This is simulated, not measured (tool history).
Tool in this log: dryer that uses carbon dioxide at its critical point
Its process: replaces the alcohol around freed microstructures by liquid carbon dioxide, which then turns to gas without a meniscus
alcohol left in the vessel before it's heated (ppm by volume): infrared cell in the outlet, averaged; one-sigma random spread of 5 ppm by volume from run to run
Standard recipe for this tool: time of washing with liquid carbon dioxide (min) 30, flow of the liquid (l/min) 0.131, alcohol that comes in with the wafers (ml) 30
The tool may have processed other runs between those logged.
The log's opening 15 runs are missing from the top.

run	hour	time of washing with liquid carbon dioxide (min)	flow of the liquid (l/min)	alcohol that comes in with the wafers (ml)	alcohol left in the vessel before it's heated (ppm by volume)
16	116.3	30	0.131	30	62
17	125	30	0.131	30	67
18	129.7	33	0.131	30	37
19	138.9	33	0.131	30	39
20	148.2	33	0.131	30	38
21	159.6	33	0.104	30	149
22	166.7	33	0.104	30	155
23	177.3	29	0.106	30	285
24	184.1	32	0.096	30	268
25	192.1	32	0.096	30	265
26	197.3	24	0.096	30	1022
27	202.9	30	0.129	30	78
28	212.6	30	0.129	30	82
29	218.7	30	0.129	30	78
30	227.6	29	0.099	46	611

What will run 31 give?
31	237.2	44	0.208	30	?

Logged for run 31: alcohol left in the vessel before it's heated (ppm by volume) 25.
Had the tool carried no hidden state, the very same run would have given alcohol left in the vessel before it's heated (ppm by volume) 11.
